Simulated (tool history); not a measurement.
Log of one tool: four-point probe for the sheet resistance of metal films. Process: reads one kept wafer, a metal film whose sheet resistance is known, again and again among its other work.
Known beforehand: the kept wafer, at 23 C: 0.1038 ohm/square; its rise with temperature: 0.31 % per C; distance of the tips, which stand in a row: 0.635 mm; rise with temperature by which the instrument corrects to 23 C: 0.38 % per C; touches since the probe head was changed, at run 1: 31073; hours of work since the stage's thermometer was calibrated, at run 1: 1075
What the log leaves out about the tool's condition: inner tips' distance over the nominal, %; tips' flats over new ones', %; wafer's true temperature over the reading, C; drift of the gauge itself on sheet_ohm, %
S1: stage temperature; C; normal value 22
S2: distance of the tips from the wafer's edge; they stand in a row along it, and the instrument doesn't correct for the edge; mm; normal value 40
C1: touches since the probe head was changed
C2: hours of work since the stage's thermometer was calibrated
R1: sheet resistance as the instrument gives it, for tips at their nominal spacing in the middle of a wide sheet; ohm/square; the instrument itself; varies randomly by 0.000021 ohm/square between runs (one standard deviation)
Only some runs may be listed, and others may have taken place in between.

{"run": 1, "hour": 0.0, "S1": 22, "S2": 40, "C1": 31073, "C2": 1075, "R1": 0.103356}
{"run": 2, "hour": 44.6, "S1": 22, "S2": 40, "C1": 33403, "C2": 1108, "R1": 0.103339}
{"run": 3, "hour": 97.6, "S1": 27, "S2": 40, "C1": 36175, "C2": 1148, "R1": 0.102929}
{"run": 4, "hour": 180.6, "S1": 27, "S2": 40, "C1": 40511, "C2": 1209, "R1": 0.102932}
{"run": 5, "hour": 227.0, "S1": 27, "S2": 40, "C1": 42939, "C2": 1243, "R1": 0.102875}
{"run": 6, "hour": 264.2, "S1": 19, "S2": 16, "C1": 44881, "C2": 1271, "R1": 0.103536}

Run 7 comes next. What will it give?
{"run": 7, "hour": 324.8, "S1": 27, "S2": 4, "C1": 48048, "C2": 1316, "R1": "?"}

{"run 7": {"R1": 0.104214}}
With the hidden condition absent and the run-to-run variation left alone, this run would have shown R1 0.104887 ohm/square.
